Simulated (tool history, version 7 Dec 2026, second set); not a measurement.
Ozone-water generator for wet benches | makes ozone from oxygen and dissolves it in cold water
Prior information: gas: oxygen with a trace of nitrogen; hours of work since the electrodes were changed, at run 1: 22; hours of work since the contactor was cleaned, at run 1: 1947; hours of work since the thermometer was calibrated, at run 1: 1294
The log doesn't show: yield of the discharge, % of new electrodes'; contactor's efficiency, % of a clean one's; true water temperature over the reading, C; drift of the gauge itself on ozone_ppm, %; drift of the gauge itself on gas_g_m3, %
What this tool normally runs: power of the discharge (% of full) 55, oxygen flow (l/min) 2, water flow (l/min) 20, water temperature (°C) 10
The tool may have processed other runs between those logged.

run   hour  power of the discharge (% of full)  oxygen flow (l/min)  water flow (l/min)  water temperature (°C)  hours of work since the electrodes were changed  hours of work since the contactor was cleaned  hours of work since the thermometer was calibrated  dissolved ozone (ppm)  ozone in the gas ahead of the water (g/m3)
  1      0                                  55                    2                  20                      10                                               22                                           1947                                                1294                     14                                       232.8
  2   81.2                                  55                 1.37                  20                      10                                               92                                           2016                                                1364                   13.5                                       301.6
  3  143.7                                  55                    2                  20                      10                                              145                                           2070                                                1417                   14.1                                       232.9
  4  200.9                                  55                    2                  20                      10                                              194                                           2119                                                1466                   14.2                                       230.3
  5  267.3                                  55                    2                  20                      10                                              251                                           2176                                                1523                     14                                       230.8
  6    329                                  55                 1.73                  20                      10                                              304                                           2228                                                1576                   13.8                                       254.5
  7  381.4                                  55                 1.73                  20                      10                                              349                                           2273                                                1621                   13.7                                       252.6
  8  433.3                                  55                 1.73                  20                      10                                              393                                           2318                                                1665                   13.7                                       253.3
  9    509                                  55                 1.73                  20                      10                                              458                                           2382                                                1730                   13.4                                       253.8

What will run 10 give?
 10  577.3                                  55                 1.73                  20                      10                                              516                                           2441                                                1788                      ?                                           ?

Run 10 produced dissolved ozone (ppm) 13.4, ozone in the gas ahead of the water (g/m3) 250.9.
With no hidden state in the tool, this same run would have given dissolved ozone (ppm) 14.2, ozone in the gas ahead of the water (g/m3) 255.4.
